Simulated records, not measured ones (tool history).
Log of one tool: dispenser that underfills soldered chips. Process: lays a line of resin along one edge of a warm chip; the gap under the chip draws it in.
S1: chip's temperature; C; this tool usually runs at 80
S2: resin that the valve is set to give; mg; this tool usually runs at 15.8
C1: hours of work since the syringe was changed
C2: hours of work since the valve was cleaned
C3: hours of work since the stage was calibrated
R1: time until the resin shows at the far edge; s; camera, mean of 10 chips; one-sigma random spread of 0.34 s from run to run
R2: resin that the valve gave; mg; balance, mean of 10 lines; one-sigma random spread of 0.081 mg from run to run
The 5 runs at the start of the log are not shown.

run   hour  S1    S2  C1   C2   C3    R1     R2
      59.5  -- new syringe of resin
  6   59.8  71  15.3   0   89  474  22.8  13.83
      69.6  -- new syringe of resin
  7   70.4  71  15.3   1   95  481  22.6  13.83
        79  -- new syringe of resin
  8   79.4  88  15.3   0  101  487  13.3   13.7
      88.6  -- new syringe of resin
  9   94.9  80  15.8   4  111  497  19.4  14.03
      97.8  -- new syringe of resin
 10  102.9  80  17.8   3  116  502  17.4  15.86
       108  -- new syringe of resin
 11  112.2  80  17.8   3  122  508  17.7  15.55
     118.4  -- new syringe of resin
 12  125.6  80  15.8   5  131  517    19  13.72
     128.1  -- new syringe of resin
     137.3  -- new syringe of resin
     139.5  -- dispensing valve cleaned and set on the balance
 13  140.7  80  15.4   2    1  526  17.6  15.23
     147.5  -- new syringe of resin
 14  155.8  80  15.4   5   11  536  19.6  15.25
     157.6  -- new syringe of resin
     167.1  -- new syringe of resin
 15  168.7  79  15.8   1   19  544  17.6  15.44
       177  -- new syringe of resin
 16  177.7  93  15.8   0   25  550  11.7  15.37
 17  184.6  93  15.8   5   29  554  13.7  15.31
     187.3  -- new syringe of resin
 18  193.7  93  15.8   4   35  560  12.8  15.26
       197  -- new syringe of resin
     206.2  -- new syringe of resin
 19    210  90  15.8   2   45  570  13.7  15.07
     215.5  -- new syringe of resin
       226  -- new syringe of resin
 20  227.4  80  17.8   1   57  582  16.9  16.76

What will run 21 give?
     235.3  -- new syringe of resin
     243.5  -- stage's temperature calibrated
 21  243.6  89  13.7   5  66   0   ?   ?

{"run 21": {"R1": 15.2, "R2": 12.87}}
The same run, on a tool lacking any hidden state, would have yielded R1 12.4 s, R2 13.75 mg.

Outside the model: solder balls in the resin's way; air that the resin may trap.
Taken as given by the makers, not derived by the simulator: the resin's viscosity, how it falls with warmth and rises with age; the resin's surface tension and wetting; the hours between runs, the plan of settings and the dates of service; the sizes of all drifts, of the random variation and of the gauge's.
